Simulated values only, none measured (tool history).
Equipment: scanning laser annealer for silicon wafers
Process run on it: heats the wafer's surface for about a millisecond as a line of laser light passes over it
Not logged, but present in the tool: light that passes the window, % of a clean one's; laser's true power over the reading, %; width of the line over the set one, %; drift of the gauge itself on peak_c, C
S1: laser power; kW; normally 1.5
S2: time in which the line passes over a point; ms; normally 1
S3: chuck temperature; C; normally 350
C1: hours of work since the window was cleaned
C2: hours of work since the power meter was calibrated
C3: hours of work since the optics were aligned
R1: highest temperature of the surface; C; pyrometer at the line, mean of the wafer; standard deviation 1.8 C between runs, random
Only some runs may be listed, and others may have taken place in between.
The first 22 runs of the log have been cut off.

Run 23, hour 282.4: usual settings but S1 1.613 kW, S2 1.01 ms, S3 349 C; C1 191; C2 10; C3 1145. Result: R1 1098 C.
Run 24, hour 291.8: usual settings but S1 1.613 kW, S2 1.06 ms, S3 368 C; C1 197; C2 15; C3 1151. Result: R1 1134 C.
Run 25, hour 303.7: usual settings but S1 1.587 kW, S2 1.17 ms, S3 379 C; C1 204; C2 23; C3 1158. Result: R1 1162 C.
Run 26, hour 320.5: usual settings but S1 1.587 kW, S2 1.17 ms, S3 379 C; C1 214; C2 32; C3 1168. Result: R1 1162 C.
Run 27, hour 331.8: usual settings but S1 1.587 kW, S2 1.17 ms, S3 379 C; C1 221; C2 39; C3 1174. Result: R1 1164 C.
Run 28, hour 340.1: usual settings but S1 1.587 kW, S2 1.17 ms, S3 379 C; C1 226; C2 44; C3 1179. Result: R1 1162 C.
Run 29, hour 355.5: usual settings but S1 1.366 kW, S2 1.04 ms, S3 387 C; C1 235; C2 53; C3 1188. Result: R1 1015 C.
At hour 363.3: laser's power meter calibrated, once more.
Run 30, hour 372.6: usual settings but S1 1.366 kW, S2 1.04 ms, S3 387 C; C1 243; C2 6; C3 1197. Result: R1 1020 C.
Run 31, hour 385.6: usual settings but S1 1.363 kW, S2 1.09 ms, S3 375 C; C1 251; C2 13; C3 1204. Result: R1 1018 C.
Run 32, hour 397.5: usual settings but S1 1.615 kW, S2 0.74 ms, S3 375 C; C1 258; C2 20; C3 1211. Result: R1 1012 C.
Run 33, hour 414.7: usual settings but S1 1.618 kW, S2 0.71 ms, S3 331 C; C1 268; C2 30; C3 1222. Result: R1 956 C.
Run 34, hour 430.1: usual settings but S1 1.323 kW, S2 1.2 ms; C1 277; C2 40; C3 1231. Result: R1 997 C.
Run 35, hour 439.2: usual settings but S1 1.323 kW, S2 1.2 ms; C1 283; C2 45; C3 1236. Result: R1 1001 C.
Run 36, hour 449.8: usual settings but S2 1.18 ms, S3 348 C; C1 289; C2 51; C3 1242. Result: R1 1081 C.
Run 37, hour 465.1: usual settings but S1 1.476 kW, S2 1.23 ms, S3 317 C; C1 298; C2 60; C3 1252. Result: R1 1051 C.
Run 38, hour 480.6: usual settings but S1 1.434 kW, S2 1.24 ms, S3 324 C; C1 307; C2 69; C3 1261. Result: R1 1037 C.
Run 39, hour 497: usual settings but S1 1.398 kW, S2 1.13 ms; C1 317; C2 79; C3 1270. Result: R1 1014 C.
Run 40, hour 515.4: usual settings but S1 1.398 kW, S2 1.13 ms, S3 388 C; C1 328; C2 90; C3 1281. Result: R1 1046 C.
Run 41, hour 527.5: usual settings but S1 1.521 kW; C1 335; C2 97; C3 1288. Result: R1 1032 C.
Run 42, hour 541.1: usual settings but S1 1.583 kW, S2 0.74 ms, S3 345 C; C1 343; C2 105; C3 1296. Result: R1 956 C.

Forecast each of these 3 alternatives for the next run:
Run A, hour 554.4: usual settings but S1 1.64 kW, S2 0.74 ms, S3 345 C; C1 351; C2 113; C3 1304. Result: R1 ?.
Run B, hour 554.4: usual settings but S1 1.339 kW, S2 0.73 ms; C1 351; C2 113; C3 1304. Result: R1 ?.
Run C, hour 554.4: usual settings but S1 1.333 kW, S2 0.88 ms; C1 351; C2 113; C3 1304. Result: R1 ?.

run   R1
  A  983
  B  859
  C  905
Had the tool no hidden state, the same runs would have come out as:
run    R1
  A  1030
  B   897
  C   947
